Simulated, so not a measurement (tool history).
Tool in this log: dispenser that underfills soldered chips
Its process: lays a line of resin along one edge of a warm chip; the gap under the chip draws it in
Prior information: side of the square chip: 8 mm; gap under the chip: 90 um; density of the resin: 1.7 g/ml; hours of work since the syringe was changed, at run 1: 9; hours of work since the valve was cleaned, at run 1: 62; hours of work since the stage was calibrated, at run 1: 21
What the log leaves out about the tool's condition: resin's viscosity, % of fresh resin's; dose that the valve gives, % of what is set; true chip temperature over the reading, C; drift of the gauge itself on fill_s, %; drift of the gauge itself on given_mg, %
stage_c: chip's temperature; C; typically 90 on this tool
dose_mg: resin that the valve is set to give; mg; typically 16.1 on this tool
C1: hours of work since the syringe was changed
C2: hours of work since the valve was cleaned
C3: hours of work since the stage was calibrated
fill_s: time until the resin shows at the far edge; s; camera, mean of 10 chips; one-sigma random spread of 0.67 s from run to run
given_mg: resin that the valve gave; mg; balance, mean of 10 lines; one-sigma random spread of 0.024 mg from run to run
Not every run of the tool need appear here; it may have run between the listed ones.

Run 1, day 0: usual settings; C1 9; C2 62; C3 21. Result: fill_s 101.3 s, given_mg 15.69 mg.
At day 0.158: dispensing valve cleaned and set on the balance.
Run 2, day 0.208: usual settings; C1 11; C2 1; C3 24. Result: fill_s 115.4 s, given_mg 16.12 mg.
At day 0.254: new syringe of resin.
Run 3, day 0.433: usual settings but dose_mg 15.6 mg; C1 3; C2 4; C3 27. Result: fill_s 70.3 s, given_mg 15.6 mg.
Run 4, day 0.596: usual settings but dose_mg 15.6 mg; C1 5; C2 6; C3 29. Result: fill_s 80.2 s, given_mg 15.58 mg.
Run 5, day 0.846: usual settings but dose_mg 15.6 mg; C1 9; C2 10; C3 33. Result: fill_s 101.6 s, given_mg 15.56 mg.
At day 1.083: new syringe of resin.
Run 6, day 1.208: usual settings but dose_mg 15.6 mg; C1 2; C2 15; C3 38. Result: fill_s 67.6 s, given_mg 15.53 mg.
Run 7, day 1.367: usual settings but dose_mg 15.6 mg; C1 4; C2 17; C3 40. Result: fill_s 76.4 s, given_mg 15.52 mg.
Run 8, day 1.558: usual settings but stage_c 97 C; C1 7; C2 20; C3 43. Result: fill_s 74.2 s, given_mg 16.04 mg.
Run 9, day 1.742: usual settings but stage_c 98 C; C1 10; C2 23; C3 46. Result: fill_s 85.1 s, given_mg 16 mg.
At day 1.904: new syringe of resin.
Run 10, day 2.017: usual settings but stage_c 98 C; C1 2; C2 26; C3 50. Result: fill_s 52.7 s, given_mg 15.95 mg.
Run 11, day 2.162: usual settings but stage_c 98 C; C1 4; C2 29; C3 52. Result: fill_s 60.4 s, given_mg 15.95 mg.
Run 12, day 2.512: usual settings but stage_c 86 C; C1 9; C2 34; C3 57. Result: fill_s 111.6 s, given_mg 15.85 mg.
At day 2.712: new syringe of resin.
Run 13, day 2.796: usual settings but stage_c 86 C; C1 1; C2 38; C3 61. Result: fill_s 71 s, given_mg 15.89 mg.
Run 14, day 3.05: usual settings but stage_c 86 C; C1 5; C2 41; C3 64. Result: fill_s 88.3 s, given_mg 15.84 mg.
Run 15, day 3.325: usual settings but stage_c 104 C; C1 9; C2 45; C3 68. Result: fill_s 67.1 s, given_mg 15.87 mg.
At day 3.529: new syringe of resin.
Run 16, day 3.6: usual settings but stage_c 104 C; C1 1; C2 49; C3 72. Result: fill_s 43 s, given_mg 15.8 mg.
Run 17, day 3.883: usual settings but dose_mg 17.8 mg; C1 5; C2 53; C3 76. Result: fill_s 82 s, given_mg 17.42 mg.
Run 18, day 4.054: usual settings but dose_mg 17.8 mg; C1 8; C2 56; C3 79. Result: fill_s 93.1 s, given_mg 17.42 mg.
Run 19, day 4.233: usual settings but stage_c 81 C, dose_mg 16.3 mg; C1 10; C2 58; C3 81. Result: fill_s 139.6 s, given_mg 15.87 mg.
At day 4.35: new syringe of resin.
Run 20, day 4.388: usual settings but dose_mg 19.6 mg; C1 1; C2 60; C3 83. Result: fill_s 61.3 s, given_mg 19.13 mg.
Run 21, day 4.55: usual settings but dose_mg 19.6 mg; C1 3; C2 63; C3 86. Result: fill_s 70.1 s, given_mg 19.11 mg.
At day 4.646: dispensing valve cleaned and set on the balance.
Run 22, day 4.925: usual settings but stage_c 102 C, dose_mg 18.4 mg; C1 8; C2 4; C3 91. Result: fill_s 67 s, given_mg 18.41 mg.
Run 23, day 5.092: usual settings but stage_c 102 C, dose_mg 17.1 mg; C1 10; C2 6; C3 93. Result: fill_s 75.7 s, given_mg 17.09 mg.
At day 5.208: new syringe of resin.
Run 24, day 5.417: usual settings but dose_mg 16.6 mg; C1 3; C2 11; C3 98. Result: fill_s 71.3 s, given_mg 16.55 mg.
Run 25, day 5.65: usual settings but dose_mg 16.6 mg; C1 6; C2 14; C3 101. Result: fill_s 86.8 s, given_mg 16.47 mg.
Run 26, day 5.838: usual settings but stage_c 82 C, dose_mg 18.1 mg; C1 9; C2 17; C3 104. Result: fill_s 128.3 s, given_mg 18.04 mg.
At day 6.029: new syringe of resin.
Run 27, day 6.029: usual settings but stage_c 82 C, dose_mg 18.1 mg; C1 0; C2 20; C3 106. Result: fill_s 76 s, given_mg 18.01 mg.
Run 28, day 6.262: usual settings but stage_c 93 C; C1 3; C2 23; C3 110. Result: fill_s 67.7 s, given_mg 15.94 mg.
Run 29, day 6.412: usual settings but dose_mg 18.5 mg; C1 6; C2 25; C3 112. Result: fill_s 82.4 s, given_mg 18.35 mg.
Run 30, day 6.675: usual settings but dose_mg 14.2 mg; C1 9; C2 29; C3 116. Result: fill_s 104.3 s, given_mg 14.07 mg.
At day 6.862: new syringe of resin.
Run 31, day 6.912: usual settings but stage_c 88 C, dose_mg 14.3 mg; C1 1; C2 32; C3 119. Result: fill_s 65.9 s, given_mg 14.16 mg.
Run 32, day 7.154: usual settings but stage_c 95 C, dose_mg 17.3 mg; C1 4; C2 36; C3 122. Result: fill_s 64.2 s, given_mg 17.08 mg.
Run 33, day 7.412: usual settings but stage_c 101 C, dose_mg 19.7 mg; C1 8; C2 40; C3 126. Result: fill_s 67.3 s, given_mg 19.42 mg.
Run 34, day 7.583: usual settings but stage_c 97 C, dose_mg 20.2 mg; C1 10; C2 42; C3 129. Result: fill_s 87.4 s, given_mg 19.9 mg.

How the hidden state differs across the entries between the runs, from the last listed run before each to the first after it:
Run 1 -> run 2: dispensing valve cleaned and set on the balance (day 0.158)
  resin's viscosity, % of fresh resin's: 165.8 -> 190.3; dose that the valve gives, % of what is set: 97.54 -> 100.19; true chip temperature over the reading, C: -0.04 -> -0.03
  measured minus no-state result, fill_s: +40.6 -> +54.9 s; given_mg: -0.39 -> +0.03 mg
Run 2 -> run 3: new syringe of resin (day 0.254)
  resin's viscosity, % of fresh resin's: 190.3 -> 116.5; dose that the valve gives, % of what is set: 100.19 -> 100.05; true chip temperature over the reading, C: -0.03 -> -0.02
  measured minus no-state result, fill_s: +54.9 -> +10 s; given_mg: +0.03 -> +0.01 mg
Run 5 -> run 6: new syringe of resin (day 1.083)
  resin's viscosity, % of fresh resin's: 164 -> 112.6; dose that the valve gives, % of what is set: 99.81 -> 99.57; true chip temperature over the reading, C: 0 -> 0.01
  measured minus no-state result, fill_s: +39.5 -> +7.6 s; given_mg: -0.03 -> -0.07 mg
Run 9 -> run 10: new syringe of resin (day 1.904)
  resin's viscosity, % of fresh resin's: 175.9 -> 110; dose that the valve gives, % of what is set: 99.25 -> 99.07; true chip temperature over the reading, C: 0.03 -> 0.04
  measured minus no-state result, fill_s: +36.5 -> +4.8 s; given_mg: -0.12 -> -0.15 mg
Run 12 -> run 13: new syringe of resin (day 2.712)
  resin's viscosity, % of fresh resin's: 166.6 -> 107.6; dose that the valve gives, % of what is set: 98.75 -> 98.59; true chip temperature over the reading, C: 0.07 -> 0.08
  measured minus no-state result, fill_s: +44.7 -> +4.9 s; given_mg: -0.2 -> -0.22 mg
Run 15 -> run 16: new syringe of resin (day 3.529)
  resin's viscosity, % of fresh resin's: 167.1 -> 106.4; dose that the valve gives, % of what is set: 98.26 -> 98.12; true chip temperature over the reading, C: 0.1 -> 0.11
  measured minus no-state result, fill_s: +27 -> +2.5 s; given_mg: -0.28 -> -0.31 mg
Run 19 -> run 20: new syringe of resin (day 4.35)
  resin's viscosity, % of fresh resin's: 180.4 -> 104.1; dose that the valve gives, % of what is set: 97.72 -> 97.63
  measured minus no-state result, fill_s: +62 -> +2.2 s; given_mg: -0.37 -> -0.46 mg
Run 21 -> run 22: dispensing valve cleaned and set on the balance (day 4.646)
  resin's viscosity, % of fresh resin's: 118.9 -> 157; dose that the valve gives, % of what is set: 97.55 -> 100.09; true chip temperature over the reading, C: 0.15 -> 0.16
  measured minus no-state result, fill_s: +10.9 -> +24 s; given_mg: -0.48 -> +0.01 mg
Run 23 -> run 24: new syringe of resin (day 5.208)
  resin's viscosity, % of fresh resin's: 180.4 -> 119.5; dose that the valve gives, % of what is set: 99.98 -> 99.79; true chip temperature over the reading, C: 0.17 -> 0.18
  measured minus no-state result, fill_s: +33.7 -> +11.3 s; given_mg: +0 -> -0.04 mg
Run 26 -> run 27: new syringe of resin (day 6.029)
  resin's viscosity, % of fresh resin's: 169.6 -> 100.8; dose that the valve gives, % of what is set: 99.52 -> 99.41; true chip temperature over the reading, C: 0.2 -> 0.21
  measured minus no-state result, fill_s: +52.1 -> +0.2 s; given_mg: -0.08 -> -0.11 mg
Run 30 -> run 31: new syringe of resin (day 6.862)
  resin's viscosity, % of fresh resin's: 172.3 -> 103.4; dose that the valve gives, % of what is set: 99.02 -> 98.87; true chip temperature over the reading, C: 0.23 -> 0.24
  measured minus no-state result, fill_s: +43.4 -> +1.8 s; given_mg: -0.14 -> -0.16 mg
